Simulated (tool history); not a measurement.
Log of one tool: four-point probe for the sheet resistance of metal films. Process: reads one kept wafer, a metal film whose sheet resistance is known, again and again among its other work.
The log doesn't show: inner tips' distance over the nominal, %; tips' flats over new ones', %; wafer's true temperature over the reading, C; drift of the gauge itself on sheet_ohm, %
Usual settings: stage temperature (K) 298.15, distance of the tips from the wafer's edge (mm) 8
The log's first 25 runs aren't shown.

run   hour  stage temperature (K)  distance of the tips from the wafer's edge (mm)  touches since the probe head was changed  hours of work since the stage's thermometer was calibrated  sheet resistance as the instrument gives it (ohm/square)
 26  347.2                 296.15                                               24                                     26585                                                          15                                                  1.199316
 27  356.4                 296.15                                               24                                     26833                                                          19                                                  1.199835
 28  364.6                 296.15                                               24                                     27056                                                          23                                                  1.199617
 29  380.5                 304.15                                               25                                     27488                                                          30                                                  1.188309
 30  393.9                 302.15                                                9                                     27853                                                          36                                                  1.198086
 31  412.9                 300.15                                               56                                     28372                                                          44                                                   1.19308
 32  422.9                 300.15                                               56                                     28642                                                          49                                                  1.193341
 33  431.6                 291.15                                               36                                     28879                                                          53                                                  1.207177
 34  445.6                 293.15                                               61                                     29259                                                          59                                                  1.203593
 35  464.7                 298.15                                               39                                     29779                                                          67                                                  1.196435
 36  474.6                 296.15                                               21                                     30047                                                          72                                                  1.200535
 37  492.1                 296.15                                               21                                     30523                                                          79                                                  1.200986
 38    508                 302.15                                               10                                     30955                                                          86                                                  1.196849
 39  527.3                 307.15                                               55                                     31481                                                          95                                                  1.183892
 40  541.2                 298.15                                                5                                     31860                                                         101                                                  1.221181
 41  552.8                 303.15                                                3                                     32174                                                         106                                                  1.255671
 42  561.7                 303.15                                                3                                     32417                                                         110                                                  1.256011
 43  573.7                 303.15                                                3                                     32743                                                         115                                                  1.256036
 44  582.8                 308.15                                               38                                     32990                                                         119                                                  1.182694

3 ways to go on from here, each from the tool as it stands after run 44. What would each give?
  A  591.8                 295.15                                                4                                     33237                                                         123                                                         ?
  B  591.8                 293.15                                                4                                     33237                                                         123                                                         ?
  C  591.8                 298.15                                                6                                     33237                                                         123                                                         ?

run  sheet resistance as the instrument gives it (ohm/square)
  A                                                  1.239683
  B                                                  1.242873
  C                                                  1.214037
Without the tool's hidden state the same runs would have given:
run  sheet resistance as the instrument gives it (ohm/square)
  A                                                  1.235625
  B                                                  1.238802
  C                                                   1.21006

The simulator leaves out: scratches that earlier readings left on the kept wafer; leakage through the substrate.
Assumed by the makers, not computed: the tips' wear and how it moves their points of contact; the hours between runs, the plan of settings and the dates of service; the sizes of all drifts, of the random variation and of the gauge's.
